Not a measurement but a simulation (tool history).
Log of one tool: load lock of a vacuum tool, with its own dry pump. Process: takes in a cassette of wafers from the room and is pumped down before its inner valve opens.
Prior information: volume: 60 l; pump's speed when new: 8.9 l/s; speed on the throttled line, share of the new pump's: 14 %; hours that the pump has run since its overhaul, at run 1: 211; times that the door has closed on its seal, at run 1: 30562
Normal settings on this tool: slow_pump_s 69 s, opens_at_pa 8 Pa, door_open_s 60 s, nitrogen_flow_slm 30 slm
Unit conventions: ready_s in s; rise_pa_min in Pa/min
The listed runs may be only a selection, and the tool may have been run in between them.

run      day  slow_pump_s  opens_at_pa  door_open_s  nitrogen_flow_slm  hours that the pump has run since its overhaul  times that the door has closed on its seal  incoming humidity of the room's air, %  ready_s  rise_pa_min
  1        0           69            8           60                 30                                             211                                       30562                                    46.1    123.6        0.311
  2    7.758           69            8           60                  5                                             397                                       31317                                    47.5    124.7        0.353
  3   20.654           69            9           60                 30                                             707                                       32571                                      44    123.2        0.343
  4   34.983           69            9           60                 30                                            1050                                       33965                                      48    123.6        0.369
      38.592  -- door's seal changed, seat wiped
  5   45.742           69            9           60                 30                                            1307                                         696                                    41.4    123.3        0.032
  6     53.8           69            9           60                 30                                            1500                                        1479                                      43    125.7        0.035
  7   64.312           69            9           60                 30                                            1753                                        2502                                    50.1    125.3        0.039
  8   78.525           69            8          119                 30                                            2094                                        3884                                      48    125.3        0.058
  9       87           69            8          119                 30                                            2297                                        4708                                    40.7    125.6        0.057
 10  103.692           69            8           60                 30                                            2698                                        6332                                    46.4    125.1        0.054
 11  112.654           69            8           60                 30                                            2913                                        7203                                    45.1    125.2        0.058
 12  126.488           69            8           60                 30                                            3245                                        8549                                      46    125.8        0.061
 13  140.392           69            8           60                 30                                            3579                                        9901                                    45.7      124        0.068
 14  155.788           69            8           60                 24                                            3948                                       11398                                    45.2    125.1        0.086
 15  167.008           69            8           60                 30                                            4218                                       12489                                    45.3    126.8        0.084
 16  179.204           69            8           60                 30                                            4510                                       13675                                    44.2    126.7        0.096
 17  186.275           69            8           60                 30                                            4680                                       14363                                    47.8      126        0.102
 18  194.404           69            8           60                 30                                            4875                                       15154                                    44.7    126.9        0.111
 19  205.408           69            8           60                 30                                            5139                                       16224                                    43.5    127.9        0.122
 20  222.783           69            8           60                 30                                            5556                                       17914                                    43.5    127.7        0.141
 21  234.667           69            8           60                 30                                            5841                                       19070                                    43.8    128.3        0.145
 22  246.833           69            8           60                 30                                            6133                                       20253                                    40.5    128.2        0.162
 23  264.133           72           16           60                  5                                            6549                                       21935                                    47.8    125.6        0.199
 24  278.642           69           15           84                 20                                            6897                                       23346                                      41    123.3        0.197
 25  286.675           51            8           43                  9                                            7090                                       24127                                    40.6    112.2        0.208
 26  303.079           51            8           43                  9                                            7483                                       25723                                    45.2    112.9        0.224
 27  311.988           69            8           60                  5                                            7697                                       26589                                    41.5    128.7        0.245
 28  327.312           44            8          109                  5                                            8065                                       28079                                    42.8      108        0.282
 29  334.588           73            7           41                  5                                            8239                                       28787                                    45.7    135.2        0.269
 30  341.988           89           11           93                  4                                            8417                                       29507                                      44    144.2        0.292
 31  350.279           38           12           25                  8                                            8616                                       30313                                      46     99.3         0.28
 32  363.808           38           12           25                  8                                            8941                                       31629                                    48.3      100        0.303
 33  376.992           38           12           25                  8                                            9257                                       32911                                    43.5    100.1        0.316
 34  387.683          130           15          118                 12                                            9514                                       33951                                    50.1    175.4        0.367
         392  -- door's seal changed, seat wiped
 35  403.508           69            8          119                 30                                            9892                                        1120                                    45.5    129.5        0.039
 36  414.342          101           11           96                 16                                           10152                                        2173                                    44.4    152.3        0.053
 37  421.896           69            6           96                 30                                           10333                                        2908                                    43.7    132.9        0.047
 38  435.629           69            8          162                 15                                           10663                                        4244                                    42.9    130.1        0.072

What if the next run were any one of these 3? Each begins from the tool's condition after run 38:
  A  449.1           69            8           60                 11                                           10986                                        5554                                    48.4        ?            ?
  B  449.1           69           13           60                 30                                           10986                                        5554                                    45.1        ?            ?
  C  449.1           69            6           60                 11                                           10986                                        5554                                    41.9        ?            ?

run  ready_s  rise_pa_min
  A      129        0.061
  B    126.3        0.053
  C    131.7        0.064
Take away the tool's hidden state, keep each run's random variation, and the runs would have read:
run  ready_s  rise_pa_min
  A    122.1        0.043
  B    119.7        0.034
  C    124.5        0.045
